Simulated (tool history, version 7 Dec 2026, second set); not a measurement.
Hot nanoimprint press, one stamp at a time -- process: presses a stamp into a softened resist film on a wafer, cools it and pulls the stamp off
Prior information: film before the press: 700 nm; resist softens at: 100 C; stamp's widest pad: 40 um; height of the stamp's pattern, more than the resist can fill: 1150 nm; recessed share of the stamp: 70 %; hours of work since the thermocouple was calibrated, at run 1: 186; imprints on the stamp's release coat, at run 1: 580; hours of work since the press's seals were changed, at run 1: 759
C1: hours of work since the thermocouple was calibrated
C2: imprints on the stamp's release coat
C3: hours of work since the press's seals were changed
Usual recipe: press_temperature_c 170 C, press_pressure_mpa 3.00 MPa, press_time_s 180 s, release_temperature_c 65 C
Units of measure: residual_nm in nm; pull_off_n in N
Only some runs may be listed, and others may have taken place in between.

run 1 hour=0.0 | press_temperature_c=170 press_pressure_mpa=3.00 press_time_s=180 release_temperature_c=65 | C1=186 C2=580 C3=759 | residual_nm=284.6 pull_off_n=257
run 2 hour=32.0 | press_temperature_c=170 press_pressure_mpa=3.00 press_time_s=180 release_temperature_c=65 | C1=202 C2=664 C3=775 | residual_nm=280.5 pull_off_n=259
run 3 hour=70.8 | press_temperature_c=170 press_pressure_mpa=3.00 press_time_s=101 release_temperature_c=65 | C1=221 C2=765 C3=795 | residual_nm=351.3 pull_off_n=276
run 4 hour=105.6 | press_temperature_c=170 press_pressure_mpa=3.00 press_time_s=101 release_temperature_c=65 | C1=239 C2=856 C3=812 | residual_nm=344.5 pull_off_n=279
run 5 hour=150.3 | press_temperature_c=170 press_pressure_mpa=3.00 press_time_s=221 release_temperature_c=65 | C1=262 C2=973 C3=835 | residual_nm=258.2 pull_off_n=279
run 6 hour=173.2 | press_temperature_c=170 press_pressure_mpa=3.00 press_time_s=221 release_temperature_c=65 | C1=273 C2=1033 C3=847 | residual_nm=255.4 pull_off_n=280
run 7 hour=218.9 | press_temperature_c=170 press_pressure_mpa=3.00 press_time_s=221 release_temperature_c=65 | C1=296 C2=1152 C3=870 | residual_nm=254.6 pull_off_n=282
run 8 hour=245.1 | press_temperature_c=170 press_pressure_mpa=3.00 press_time_s=221 release_temperature_c=65 | C1=309 C2=1221 C3=883 | residual_nm=254.4 pull_off_n=289
run 9 hour=279.6 | press_temperature_c=170 press_pressure_mpa=3.00 press_time_s=221 release_temperature_c=65 | C1=327 C2=1311 C3=900 | residual_nm=249.8 pull_off_n=290
run 10 hour=308.9 | press_temperature_c=170 press_pressure_mpa=3.00 press_time_s=180 release_temperature_c=59 | C1=341 C2=1388 C3=915 | residual_nm=276.8 pull_off_n=339
run 11 hour=348.6 | press_temperature_c=170 press_pressure_mpa=3.00 press_time_s=180 release_temperature_c=59 | C1=361 C2=1491 C3=935 | residual_nm=272.7 pull_off_n=352
run 12 hour=394.2 | press_temperature_c=178 press_pressure_mpa=3.00 press_time_s=180 release_temperature_c=65 | C1=385 C2=1611 C3=958 | residual_nm=183.6 pull_off_n=291
-- hour=401.2 plate thermocouple calibrated
-- hour=427.5 stamp cleaned and given a new release coat
run 13 hour=431.9 | press_temperature_c=170 press_pressure_mpa=2.23 press_time_s=180 release_temperature_c=65 | C1=12 C2=12 C3=972 | residual_nm=307.3 pull_off_n=235
run 14 hour=468.3 | press_temperature_c=170 press_pressure_mpa=2.76 press_time_s=180 release_temperature_c=65 | C1=31 C2=107 C3=991 | residual_nm=280.2 pull_off_n=227
-- hour=486.0 plate thermocouple calibrated, once more
run 15 hour=515.6 | press_temperature_c=170 press_pressure_mpa=3.00 press_time_s=180 release_temperature_c=65 | C1=15 C2=222 C3=1013 | residual_nm=287.9 pull_off_n=238
run 16 hour=544.7 | press_temperature_c=170 press_pressure_mpa=3.54 press_time_s=272 release_temperature_c=65 | C1=30 C2=299 C3=1028 | residual_nm=226.4 pull_off_n=253
run 17 hour=583.2 | press_temperature_c=171 press_pressure_mpa=1.81 press_time_s=272 release_temperature_c=65 | C1=49 C2=399 C3=1047 | residual_nm=290.6 pull_off_n=252
run 18 hour=627.5 | press_temperature_c=170 press_pressure_mpa=3.00 press_time_s=150 release_temperature_c=65 | C1=71 C2=515 C3=1070 | residual_nm=309.5 pull_off_n=261
run 19 hour=669.5 | press_temperature_c=170 press_pressure_mpa=3.00 press_time_s=150 release_temperature_c=65 | C1=93 C2=625 C3=1091 | residual_nm=307.7 pull_off_n=259
run 20 hour=704.5 | press_temperature_c=164 press_pressure_mpa=3.00 press_time_s=180 release_temperature_c=65 | C1=110 C2=716 C3=1108 | residual_nm=384.4 pull_off_n=262
run 21 hour=734.2 | press_temperature_c=169 press_pressure_mpa=3.57 press_time_s=136 release_temperature_c=53 | C1=125 C2=794 C3=1123 | residual_nm=307.8 pull_off_n=366
run 22 hour=759.7 | press_temperature_c=169 press_pressure_mpa=3.57 press_time_s=136 release_temperature_c=53 | C1=138 C2=860 C3=1136 | residual_nm=306.6 pull_off_n=362
run 23 hour=807.7 | press_temperature_c=170 press_pressure_mpa=3.00 press_time_s=281 release_temperature_c=67 | C1=162 C2=986 C3=1160 | residual_nm=237.1 pull_off_n=266
run 24 hour=853.1 | press_temperature_c=169 press_pressure_mpa=3.00 press_time_s=275 release_temperature_c=67 | C1=185 C2=1104 C3=1183 | residual_nm=247.1 pull_off_n=268
run 25 hour=889.8 | press_temperature_c=175 press_pressure_mpa=3.00 press_time_s=275 release_temperature_c=67 | C1=204 C2=1200 C3=1202 | residual_nm=179.5 pull_off_n=257
run 26 hour=911.8 | press_temperature_c=170 press_pressure_mpa=3.00 press_time_s=226 release_temperature_c=65 | C1=215 C2=1258 C3=1213 | residual_nm=256.0 pull_off_n=284
run 27 hour=953.1 | press_temperature_c=167 press_pressure_mpa=2.07 press_time_s=288 release_temperature_c=65 | C1=236 C2=1366 C3=1234 | residual_nm=317.9 pull_off_n=294
run 28 hour=992.4 | press_temperature_c=167 press_pressure_mpa=3.95 press_time_s=273 release_temperature_c=57 | C1=255 C2=1468 C3=1254 | residual_nm=245.5 pull_off_n=367
run 29 hour=1032.3 | press_temperature_c=167 press_pressure_mpa=1.86 press_time_s=273 release_temperature_c=57 | C1=275 C2=1573 C3=1274 | residual_nm=331.3 pull_off_n=375

Each row is a separate what-if for the run after 29, all from the same tool condition, not one after another. Results?
-- hour=1075.2 stamp cleaned and given a new release coat
run A hour=1077.6 | press_temperature_c=179 press_pressure_mpa=1.86 press_time_s=347 release_temperature_c=57 | C1=295 C2=6 C3=1293 | residual_nm=? pull_off_n=?
-- hour=1075.2 stamp cleaned and given a new release coat
run B hour=1077.6 | press_temperature_c=170 press_pressure_mpa=3.00 press_time_s=180 release_temperature_c=56 | C1=295 C2=6 C3=1293 | residual_nm=? pull_off_n=?
-- hour=1075.2 stamp cleaned and given a new release coat
run C hour=1077.6 | press_temperature_c=167 press_pressure_mpa=1.86 press_time_s=246 release_temperature_c=57 | C1=295 C2=6 C3=1293 | residual_nm=? pull_off_n=?
-- hour=1075.2 stamp cleaned and given a new release coat
run D hour=1077.6 | press_temperature_c=170 press_pressure_mpa=3.21 press_time_s=335 release_temperature_c=65 | C1=295 C2=6 C3=1293 | residual_nm=? pull_off_n=?

run=A residual_nm=168.8 pull_off_n=282
run=B residual_nm=278.4 pull_off_n=283
run=C residual_nm=344.9 pull_off_n=283
run=D residual_nm=207.9 pull_off_n=227
The same runs, with their run-to-run variation unchanged, on a tool lacking any hidden condition would have given:
run=A residual_nm=174.1 pull_off_n=287
run=B residual_nm=285.8 pull_off_n=288
run=C residual_nm=355.7 pull_off_n=288
run=D residual_nm=213.6 pull_off_n=233
